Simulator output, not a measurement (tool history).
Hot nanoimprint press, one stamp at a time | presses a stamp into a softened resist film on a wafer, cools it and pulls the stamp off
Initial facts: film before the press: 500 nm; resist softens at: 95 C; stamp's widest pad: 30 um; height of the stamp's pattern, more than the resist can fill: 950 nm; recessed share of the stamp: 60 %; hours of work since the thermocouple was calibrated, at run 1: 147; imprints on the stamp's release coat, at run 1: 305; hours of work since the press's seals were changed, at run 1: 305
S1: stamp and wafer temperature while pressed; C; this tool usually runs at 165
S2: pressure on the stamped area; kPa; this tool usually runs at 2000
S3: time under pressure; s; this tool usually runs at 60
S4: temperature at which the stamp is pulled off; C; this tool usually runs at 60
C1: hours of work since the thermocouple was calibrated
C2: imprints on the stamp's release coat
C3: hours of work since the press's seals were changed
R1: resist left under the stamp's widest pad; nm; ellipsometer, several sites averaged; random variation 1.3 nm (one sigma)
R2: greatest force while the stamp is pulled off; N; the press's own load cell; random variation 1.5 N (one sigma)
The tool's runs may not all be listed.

run,hour,S1,S2,S3,S4,C1,C2,C3,R1,R2
1,0,165,2000,60,60,147,305,305,297.5,91
2,17.6,165,2000,60,60,157,349,315,294.7,90
3,38.8,165,2000,60,60,169,402,326,296.6,92
4,64.3,165,2000,60,60,183,465,340,293.8,90
5,81.8,165,2000,46,60,192,508,350,320.4,90
6,100.9,165,2000,46,60,203,556,360,318.3,90
7,123.4,165,2000,46,60,215,612,373,318.7,90
# hour 131.2: stamp cleaned and given a new release coat
8,147.4,165,2000,61,60,225,40,383,293.3,90
9,169,167,2000,60,60,236,94,394,272.2,91
10,187.5,154,2000,60,60,247,140,404,415.4,87
11,199.4,165,1560,60,60,253,170,411,325.3,89
12,210.4,165,1560,60,60,259,197,417,328.1,92
13,220.6,165,1560,60,60,265,222,423,326.1,91
# hour 229.3: plate thermocouple calibrated
14,248.8,165,2000,60,60,11,285,436,294.4,92
15,269.6,175,2000,60,60,22,336,448,196,89
16,291.8,154,2000,88,60,34,391,460,393.1,91
17,313.3,158,2150,68,67,46,445,471,350.7,84
18,333.6,158,2150,68,67,57,495,483,352,83
19,349.5,158,2150,68,67,66,535,491,352.1,83
20,363.5,158,2150,67,67,73,569,499,356.1,86
21,379.6,158,2150,67,67,82,609,508,353.2,83
# hour 387.9: stamp cleaned and given a new release coat
22,405.3,168,2690,87,67,93,43,519,196,85
23,426.6,168,2690,95,60,104,96,530,190,87
# hour 439: gauge calibrated
24,439,168,2690,95,60,111,127,537,193.1,92
25,455.5,172,2000,48,60,120,168,546,242.7,91
26,467.9,165,2000,43,66,127,199,553,324.9,84
27,488.1,165,2000,43,66,138,249,564,321.3,85
28,499.1,165,2000,43,66,144,276,570,322.7,86
29,514.1,173,2030,60,60,152,314,578,213,89

What if the next run were any one of these 5? Each begins from the tool's condition after run 29:
A,539.4,163,2030,60,63,166,376,592,?,?
B,539.4,165,1510,116,60,166,376,592,?,?
C,539.4,173,1650,83,49,166,376,592,?,?
D,539.4,154,1420,112,60,166,376,592,?,?
E,539.4,176,1580,60,47,166,376,592,?,?

run,R1,R2
A,315.5,89
B,276.9,89
C,212.7,99
D,409.9,91
E,214.9,103
Without the tool's unlogged condition, the same runs would have read:
run,R1,R2
A,317.1,89
B,278.2,89
C,213.7,99
D,412.2,91
E,215.9,102
